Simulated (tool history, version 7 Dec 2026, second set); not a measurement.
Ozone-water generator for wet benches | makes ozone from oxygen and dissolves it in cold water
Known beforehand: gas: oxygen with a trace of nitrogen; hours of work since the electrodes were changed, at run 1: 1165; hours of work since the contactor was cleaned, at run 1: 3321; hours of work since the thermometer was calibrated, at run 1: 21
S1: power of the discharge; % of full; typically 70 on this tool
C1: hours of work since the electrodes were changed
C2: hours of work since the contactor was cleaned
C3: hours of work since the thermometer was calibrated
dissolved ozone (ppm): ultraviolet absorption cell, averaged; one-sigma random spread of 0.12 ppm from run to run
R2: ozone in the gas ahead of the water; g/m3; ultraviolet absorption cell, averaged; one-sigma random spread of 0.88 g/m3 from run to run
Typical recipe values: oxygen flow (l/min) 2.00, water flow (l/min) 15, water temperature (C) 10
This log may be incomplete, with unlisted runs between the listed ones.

{"run": 1, "hour": 0.0, "S1": 70, "oxygen flow (l/min)": 2.0, "water flow (l/min)": 15, "water temperature (C)": 10, "C1": 1165, "C2": 3321, "C3": 21, "dissolved ozone (ppm)": 11.9, "R2": 141.1}
{"run": 2, "hour": 31.7, "S1": 70, "oxygen flow (l/min)": 2.0, "water flow (l/min)": 15, "water temperature (C)": 10, "C1": 1193, "C2": 3349, "C3": 49, "dissolved ozone (ppm)": 11.6, "R2": 142.1}
{"run": 3, "hour": 54.8, "S1": 70, "oxygen flow (l/min)": 2.0, "water flow (l/min)": 15, "water temperature (C)": 10, "C1": 1213, "C2": 3369, "C3": 69, "dissolved ozone (ppm)": 11.8, "R2": 139.9}
{"run": 4, "hour": 70.9, "S1": 70, "oxygen flow (l/min)": 2.0, "water flow (l/min)": 15, "water temperature (C)": 10, "C1": 1227, "C2": 3383, "C3": 83, "dissolved ozone (ppm)": 11.7, "R2": 141.2}
{"run": 5, "hour": 98.0, "S1": 70, "oxygen flow (l/min)": 2.0, "water flow (l/min)": 15, "water temperature (C)": 10, "C1": 1251, "C2": 3407, "C3": 106, "dissolved ozone (ppm)": 11.7, "R2": 139.7}
{"run": 6, "hour": 136.1, "S1": 70, "oxygen flow (l/min)": 2.0, "water flow (l/min)": 15, "water temperature (C)": 10, "C1": 1284, "C2": 3440, "C3": 140, "dissolved ozone (ppm)": 11.4, "R2": 140.9}
{"run": 7, "hour": 164.5, "S1": 70, "oxygen flow (l/min)": 2.0, "water flow (l/min)": 15, "water temperature (C)": 10, "C1": 1308, "C2": 3464, "C3": 164, "dissolved ozone (ppm)": 11.7, "R2": 140.4}
{"run": 8, "hour": 185.7, "S1": 70, "oxygen flow (l/min)": 2.0, "water flow (l/min)": 15, "water temperature (C)": 10, "C1": 1327, "C2": 3483, "C3": 183, "dissolved ozone (ppm)": 11.5, "R2": 140.8}
{"hour": 189.1, "done": "water thermometer calibrated"}
{"run": 9, "hour": 209.0, "S1": 70, "oxygen flow (l/min)": 2.0, "water flow (l/min)": 15, "water temperature (C)": 10, "C1": 1347, "C2": 3503, "C3": 17, "dissolved ozone (ppm)": 11.5, "R2": 138.7}
{"run": 10, "hour": 225.8, "S1": 70, "oxygen flow (l/min)": 2.0, "water flow (l/min)": 15, "water temperature (C)": 10, "C1": 1361, "C2": 3517, "C3": 32, "dissolved ozone (ppm)": 11.7, "R2": 141.3}
{"run": 11, "hour": 257.2, "S1": 70, "oxygen flow (l/min)": 2.0, "water flow (l/min)": 15, "water temperature (C)": 10, "C1": 1389, "C2": 3545, "C3": 59, "dissolved ozone (ppm)": 11.5, "R2": 141.6}
{"run": 12, "hour": 289.3, "S1": 70, "oxygen flow (l/min)": 2.0, "water flow (l/min)": 15, "water temperature (C)": 10, "C1": 1416, "C2": 3572, "C3": 87, "dissolved ozone (ppm)": 11.7, "R2": 140.3}
{"run": 13, "hour": 323.2, "S1": 91, "oxygen flow (l/min)": 2.6, "water flow (l/min)": 11, "water temperature (C)": 8, "C1": 1446, "C2": 3602, "C3": 117, "dissolved ozone (ppm)": 21.8, "R2": 162.7}
{"run": 14, "hour": 347.8, "S1": 82, "oxygen flow (l/min)": 2.0, "water flow (l/min)": 15, "water temperature (C)": 10, "C1": 1467, "C2": 3623, "C3": 138, "dissolved ozone (ppm)": 13.2, "R2": 161.5}
{"run": 15, "hour": 370.6, "S1": 82, "oxygen flow (l/min)": 2.0, "water flow (l/min)": 15, "water temperature (C)": 10, "C1": 1487, "C2": 3643, "C3": 158, "dissolved ozone (ppm)": 13.5, "R2": 162.4}
{"hour": 386.8, "done": "water thermometer calibrated, once more"}
{"run": 16, "hour": 390.1, "S1": 70, "oxygen flow (l/min)": 1.52, "water flow (l/min)": 18, "water temperature (C)": 10, "C1": 1504, "C2": 3660, "C3": 3, "dissolved ozone (ppm)": 8.3, "R2": 152.9}
{"run": 17, "hour": 422.8, "S1": 42, "oxygen flow (l/min)": 2.0, "water flow (l/min)": 15, "water temperature (C)": 15, "C1": 1532, "C2": 3688, "C3": 31, "dissolved ozone (ppm)": 7.1, "R2": 88.3}
{"run": 18, "hour": 452.1, "S1": 42, "oxygen flow (l/min)": 2.0, "water flow (l/min)": 15, "water temperature (C)": 15, "C1": 1558, "C2": 3714, "C3": 57, "dissolved ozone (ppm)": 6.9, "R2": 88.8}
{"run": 19, "hour": 483.6, "S1": 93, "oxygen flow (l/min)": 2.0, "water flow (l/min)": 15, "water temperature (C)": 11, "C1": 1585, "C2": 3741, "C3": 84, "dissolved ozone (ppm)": 14.8, "R2": 180.5}
{"run": 20, "hour": 500.6, "S1": 56, "oxygen flow (l/min)": 2.0, "water flow (l/min)": 13, "water temperature (C)": 11, "C1": 1600, "C2": 3756, "C3": 99, "dissolved ozone (ppm)": 10.9, "R2": 115.7}
{"run": 21, "hour": 520.4, "S1": 70, "oxygen flow (l/min)": 2.65, "water flow (l/min)": 15, "water temperature (C)": 18, "C1": 1617, "C2": 3773, "C3": 116, "dissolved ozone (ppm)": 11.9, "R2": 126.6}

Branching from run 21: 3 alternative next runs. What would each branch give?
{"run": "A", "hour": 539.3, "S1": 48, "oxygen flow (l/min)": 2.93, "water flow (l/min)": 23, "water temperature (C)": 18, "C1": 1633, "C2": 3789, "C3": 133, "dissolved ozone (ppm)": "?", "R2": "?"}
{"run": "B", "hour": 539.3, "S1": 70, "oxygen flow (l/min)": 2.65, "water flow (l/min)": 9, "water temperature (C)": 18, "C1": 1633, "C2": 3789, "C3": 133, "dissolved ozone (ppm)": "?", "R2": "?"}
{"run": "C", "hour": 539.3, "S1": 77, "oxygen flow (l/min)": 2.84, "water flow (l/min)": 15, "water temperature (C)": 12, "C1": 1633, "C2": 3789, "C3": 133, "dissolved ozone (ppm)": "?", "R2": "?"}

run=A dissolved_ozone_(ppm)=5.6 R2=88.6
run=B dissolved_ozone_(ppm)=17.7 R2=126.9
run=C dissolved_ozone_(ppm)=14.0 R2=134.1
What these runs would have given with no unlogged condition in the tool:
run=A dissolved_ozone_(ppm)=6.0 R2=90.8
run=B dissolved_ozone_(ppm)=18.7 R2=131.7
run=C dissolved_ozone_(ppm)=15.0 R2=139.7

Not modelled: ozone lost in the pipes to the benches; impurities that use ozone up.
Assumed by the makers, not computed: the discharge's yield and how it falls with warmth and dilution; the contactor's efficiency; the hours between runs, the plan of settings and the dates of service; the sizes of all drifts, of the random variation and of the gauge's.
